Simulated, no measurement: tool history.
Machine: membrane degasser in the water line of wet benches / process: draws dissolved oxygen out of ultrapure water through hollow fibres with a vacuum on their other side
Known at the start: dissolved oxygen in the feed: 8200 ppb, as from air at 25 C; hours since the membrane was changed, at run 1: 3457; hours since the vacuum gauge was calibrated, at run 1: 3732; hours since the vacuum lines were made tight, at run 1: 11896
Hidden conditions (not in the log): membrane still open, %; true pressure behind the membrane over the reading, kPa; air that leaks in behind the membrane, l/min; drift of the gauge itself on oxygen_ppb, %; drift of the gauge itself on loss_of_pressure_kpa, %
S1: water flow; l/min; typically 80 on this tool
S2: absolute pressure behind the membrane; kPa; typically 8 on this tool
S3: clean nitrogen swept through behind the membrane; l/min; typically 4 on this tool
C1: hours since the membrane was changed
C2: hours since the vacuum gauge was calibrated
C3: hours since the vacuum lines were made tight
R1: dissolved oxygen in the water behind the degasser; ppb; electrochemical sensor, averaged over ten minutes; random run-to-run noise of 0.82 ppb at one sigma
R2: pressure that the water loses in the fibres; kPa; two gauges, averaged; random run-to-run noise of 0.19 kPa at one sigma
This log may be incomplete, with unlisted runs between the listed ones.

run 1 hour=0 | S1=80 S2=8 S3=4 | C1=3457 C2=3732 C3=11896 | R1=210.9 R2=39.24
run 2 hour=205.3 | S1=80 S2=8 S3=4 | C1=3662 C2=3937 C3=12101 | R1=211.8 R2=38.95
run 3 hour=383.8 | S1=80 S2=8 S3=4 | C1=3841 C2=4116 C3=12280 | R1=211.5 R2=38.64
run 4 hour=525.6 | S1=80 S2=8 S3=4 | C1=3983 C2=4257 C3=12422 | R1=212.1 R2=38.81
run 5 hour=668.6 | S1=80 S2=8 S3=4 | C1=4126 C2=4400 C3=12565 | R1=212.3 R2=38.78
run 6 hour=842.9 | S1=80 S2=5.28 S3=4 | C1=4300 C2=4575 C3=12739 | R1=94.8 R2=38.97
run 7 hour=1022.7 | S1=80 S2=5.28 S3=4 | C1=4480 C2=4754 C3=12919 | R1=94 R2=38.79
run 8 hour=1187 | S1=80 S2=5.28 S3=4 | C1=4644 C2=4919 C3=13083 | R1=94.5 R2=38.51
run 9 hour=1282.8 | S1=81 S2=6.2 S3=1.66 | C1=4740 C2=5015 C3=13179 | R1=277.9 R2=39.01
run 10 hour=1396.3 | S1=69 S2=8.48 S3=1.92 | C1=4853 C2=5128 C3=13292 | R1=375.2 R2=33.24
run 11 hour=1500.1 | S1=53 S2=15.76 S3=1.92 | C1=4957 C2=5232 C3=13396 | R1=687.7 R2=25.68
run 12 hour=1705.9 | S1=78 S2=12.14 S3=8.98 | C1=5163 C2=5438 C3=13602 | R1=183.4 R2=37.49

Alternative continuations, all from the tool just after run 12; predict every row:
run A hour=1833.7 | S1=78 S2=17.7 S3=8.98 | C1=5291 C2=5565 C3=13730 | R1=? R2=?
run B hour=1833.7 | S1=65 S2=8 S3=4 | C1=5291 C2=5565 C3=13730 | R1=? R2=?
run C hour=1833.7 | S1=55 S2=4.93 S3=7.91 | C1=5291 C2=5565 C3=13730 | R1=? R2=?
run D hour=1833.7 | S1=122 S2=19.8 S3=3.25 | C1=5291 C2=5565 C3=13730 | R1=? R2=?

run=A R1=292.6 R2=37.93
run=B R1=175.4 R2=31.46
run=C R1=29.1 R2=26.42
run=D R1=1145 R2=59.03
Take away the tool's hidden state, keep each run's random variation, and the runs would have read:
run=A R1=292.5 R2=38.21
run=B R1=175.3 R2=31.69
run=C R1=29 R2=26.62
run=D R1=1144.8 R2=59.47
